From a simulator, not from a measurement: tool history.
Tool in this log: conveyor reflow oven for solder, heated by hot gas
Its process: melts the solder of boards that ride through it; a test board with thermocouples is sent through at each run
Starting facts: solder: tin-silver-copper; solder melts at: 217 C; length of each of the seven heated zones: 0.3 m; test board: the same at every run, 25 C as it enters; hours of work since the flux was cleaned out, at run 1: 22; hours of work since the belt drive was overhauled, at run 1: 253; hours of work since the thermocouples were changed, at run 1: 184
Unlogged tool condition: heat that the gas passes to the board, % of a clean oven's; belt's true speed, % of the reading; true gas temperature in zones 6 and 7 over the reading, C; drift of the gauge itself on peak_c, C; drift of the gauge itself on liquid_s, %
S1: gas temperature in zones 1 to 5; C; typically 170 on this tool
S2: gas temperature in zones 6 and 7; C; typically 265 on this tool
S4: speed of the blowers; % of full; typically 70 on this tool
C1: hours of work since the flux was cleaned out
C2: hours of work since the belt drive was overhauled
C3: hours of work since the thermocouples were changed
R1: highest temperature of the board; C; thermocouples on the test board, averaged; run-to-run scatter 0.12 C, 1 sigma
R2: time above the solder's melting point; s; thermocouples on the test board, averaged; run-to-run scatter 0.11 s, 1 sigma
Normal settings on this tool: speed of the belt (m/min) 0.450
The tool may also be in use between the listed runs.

run 1 hour=0.0 | S1=170 S2=265 speed_of_the_belt_(m/min)=0.450 S4=70 | C1=22 C2=253 C3=184 | R1=249.5 R2=56.6
run 2 hour=21.9 | S1=170 S2=265 speed_of_the_belt_(m/min)=0.450 S4=70 | C1=38 C2=269 C3=201 | R1=249.4 R2=56.5
run 3 hour=51.3 | S1=170 S2=265 speed_of_the_belt_(m/min)=0.450 S4=70 | C1=60 C2=291 C3=223 | R1=249.2 R2=56.5
run 4 hour=70.3 | S1=170 S2=265 speed_of_the_belt_(m/min)=0.450 S4=68 | C1=74 C2=305 C3=237 | R1=249.0 R2=56.1
run 5 hour=89.4 | S1=169 S2=265 speed_of_the_belt_(m/min)=0.450 S4=70 | C1=88 C2=319 C3=251 | R1=248.8 R2=55.6
run 6 hour=116.9 | S1=169 S2=265 speed_of_the_belt_(m/min)=0.450 S4=70 | C1=108 C2=340 C3=271 | R1=248.6 R2=55.6
run 7 hour=146.7 | S1=170 S2=265 speed_of_the_belt_(m/min)=0.450 S4=59 | C1=131 C2=362 C3=293 | R1=246.8 R2=53.8
run 8 hour=176.4 | S1=170 S2=265 speed_of_the_belt_(m/min)=0.450 S4=70 | C1=153 C2=384 C3=316 | R1=248.8 R2=55.9
run 9 hour=192.6 | S1=170 S2=265 speed_of_the_belt_(m/min)=0.450 S4=70 | C1=165 C2=396 C3=328 | R1=248.5 R2=56.0
run 10 hour=213.4 | S1=170 S2=265 speed_of_the_belt_(m/min)=0.450 S4=70 | C1=180 C2=412 C3=343 | R1=248.3 R2=55.8
run 11 hour=239.0 | S1=170 S2=265 speed_of_the_belt_(m/min)=0.450 S4=70 | C1=199 C2=431 C3=362 | R1=248.5 R2=55.7
run 12 hour=260.3 | S1=159 S2=265 speed_of_the_belt_(m/min)=0.450 S4=70 | C1=215 C2=446 C3=378 | R1=246.2 R2=50.2
-- hour=270.2 flux residue cleaned out of gas plates and filters
run 13 hour=287.5 | S1=159 S2=265 speed_of_the_belt_(m/min)=0.450 S4=70 | C1=13 C2=463 C3=394 | R1=247.6 R2=51.8
run 14 hour=306.8 | S1=170 S2=265 speed_of_the_belt_(m/min)=0.450 S4=70 | C1=27 C2=477 C3=409 | R1=249.4 R2=56.9
run 15 hour=338.2 | S1=178 S2=265 speed_of_the_belt_(m/min)=0.450 S4=70 | C1=51 C2=501 C3=432 | R1=250.7 R2=60.9
run 16 hour=358.5 | S1=178 S2=265 speed_of_the_belt_(m/min)=0.450 S4=70 | C1=66 C2=516 C3=447 | R1=250.5 R2=61.0
run 17 hour=378.7 | S1=165 S2=269 speed_of_the_belt_(m/min)=0.450 S4=70 | C1=81 C2=531 C3=462 | R1=251.7 R2=56.9
run 18 hour=400.6 | S1=157 S2=265 speed_of_the_belt_(m/min)=0.388 S4=70 | C1=97 C2=547 C3=479 | R1=251.4 R2=64.7
run 19 hour=428.0 | S1=157 S2=279 speed_of_the_belt_(m/min)=0.388 S4=81 | C1=117 C2=567 C3=499 | R1=265.7 R2=75.2
run 20 hour=460.9 | S1=156 S2=254 speed_of_the_belt_(m/min)=0.502 S4=62 | C1=142 C2=592 C3=523 | R1=231.4 R2=27.5
run 21 hour=492.5 | S1=170 S2=265 speed_of_the_belt_(m/min)=0.388 S4=72 | C1=165 C2=615 C3=547 | R1=253.1 R2=70.6
run 22 hour=507.6 | S1=160 S2=253 speed_of_the_belt_(m/min)=0.536 S4=78 | C1=177 C2=627 C3=558 | R1=232.1 R2=27.3
run 23 hour=538.0 | S1=170 S2=254 speed_of_the_belt_(m/min)=0.396 S4=70 | C1=199 C2=649 C3=581 | R1=242.0 R2=59.3
-- hour=569.7 flux residue cleaned out of gas plates and filters
run 24 hour=572.4 | S1=170 S2=254 speed_of_the_belt_(m/min)=0.396 S4=70 | C1=2 C2=671 C3=603 | R1=243.3 R2=61.0
run 25 hour=585.7 | S1=171 S2=265 speed_of_the_belt_(m/min)=0.391 S4=51 | C1=12 C2=681 C3=612 | R1=250.5 R2=67.9
run 26 hour=604.9 | S1=171 S2=265 speed_of_the_belt_(m/min)=0.391 S4=51 | C1=26 C2=695 C3=627 | R1=250.3 R2=67.5
run 27 hour=632.1 | S1=171 S2=265 speed_of_the_belt_(m/min)=0.434 S4=70 | C1=46 C2=715 C3=647 | R1=250.4 R2=60.9
run 28 hour=662.2 | S1=171 S2=265 speed_of_the_belt_(m/min)=0.434 S4=80 | C1=69 C2=738 C3=669 | R1=251.7 R2=62.3
run 29 hour=693.6 | S1=171 S2=265 speed_of_the_belt_(m/min)=0.434 S4=80 | C1=92 C2=761 C3=693 | R1=251.5 R2=62.4
run 30 hour=707.3 | S1=171 S2=265 speed_of_the_belt_(m/min)=0.450 S4=66 | C1=102 C2=771 C3=703 | R1=248.1 R2=56.7
run 31 hour=728.7 | S1=171 S2=265 speed_of_the_belt_(m/min)=0.450 S4=66 | C1=118 C2=787 C3=719 | R1=248.5 R2=56.6
run 32 hour=749.5 | S1=171 S2=265 speed_of_the_belt_(m/min)=0.450 S4=66 | C1=134 C2=803 C3=734 | R1=248.2 R2=56.5

Results for each run, recomputed without the tool's hidden state and with each run's random variation untouched:
run=1 R1=250.0 R2=56.8
run=2 R1=249.9 R2=56.8
run=3 R1=249.8 R2=56.9
run=4 R1=249.8 R2=56.6
run=5 R1=249.7 R2=56.2
run=6 R1=249.6 R2=56.3
run=7 R1=247.9 R2=54.7
run=8 R1=250.0 R2=56.8
run=9 R1=249.9 R2=57.0
run=10 R1=249.7 R2=56.9
run=11 R1=250.1 R2=56.9
run=12 R1=248.0 R2=51.8
run=13 R1=248.0 R2=51.6
run=14 R1=249.9 R2=56.9
run=15 R1=251.4 R2=60.9
run=16 R1=251.3 R2=61.0
run=17 R1=252.6 R2=57.0
run=18 R1=252.4 R2=65.0
run=19 R1=266.8 R2=75.2
run=20 R1=232.7 R2=29.0
run=21 R1=254.3 R2=71.1
run=22 R1=233.8 R2=29.3
run=23 R1=243.4 R2=60.5
run=24 R1=243.7 R2=60.5
run=25 R1=250.9 R2=67.2
run=26 R1=250.8 R2=66.9
run=27 R1=251.1 R2=60.5
run=28 R1=252.5 R2=62.0
run=29 R1=252.4 R2=62.2
run=30 R1=249.1 R2=56.7
run=31 R1=249.5 R2=56.7
run=32 R1=249.3 R2=56.7
